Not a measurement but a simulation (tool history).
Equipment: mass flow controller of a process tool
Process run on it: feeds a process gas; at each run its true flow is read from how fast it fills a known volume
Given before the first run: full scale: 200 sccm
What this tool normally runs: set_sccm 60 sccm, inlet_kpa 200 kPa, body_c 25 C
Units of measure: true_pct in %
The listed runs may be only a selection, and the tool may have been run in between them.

run 1 day=0 | set_sccm=60 inlet_kpa=200 body_c=25 | true_pct=98.91
run 2 day=7.5 | set_sccm=60 inlet_kpa=200 body_c=25 | true_pct=98.75
run 3 day=18.55 | set_sccm=60 inlet_kpa=200 body_c=25 | true_pct=98.5
run 4 day=24.112 | set_sccm=187 inlet_kpa=200 body_c=25 | true_pct=99.65
run 5 day=29.8 | set_sccm=60 inlet_kpa=200 body_c=22 | true_pct=98.15
run 6 day=39.304 | set_sccm=125 inlet_kpa=188 body_c=25 | true_pct=98.75
run 7 day=49.779 | set_sccm=37 inlet_kpa=223 body_c=20 | true_pct=97.49
run 8 day=60.5 | set_sccm=145 inlet_kpa=197 body_c=25 | true_pct=98.79
run 9 day=70.888 | set_sccm=145 inlet_kpa=197 body_c=25 | true_pct=98.66
run 10 day=81.921 | set_sccm=31 inlet_kpa=195 body_c=36 | true_pct=98.58

Selected run-to-run steps in true_pct, each split into two signed amounts: the part the tool would show with no hidden state at all (from settings, incoming material and random variation), and the remainder, which goes to the hidden state together with any gauge scatter not common to the measured and the hidden-state-free results:
Hidden conditions of the tool in this case: flow at rest that the sensor doesn't see, % of full scale; true flow over the shown one, %; drift of the gauge itself on true_pct, %.
Run 2 -> 3: no setting touched and nothing written in the log between the runs. true_pct -0.25 %: hidden state -0.16, all else -0.09.
Run 4 -> 5: set_sccm 187 -> 60, body_c 25 -> 22. true_pct -1.5 %: hidden state -0.07, all else -1.43.
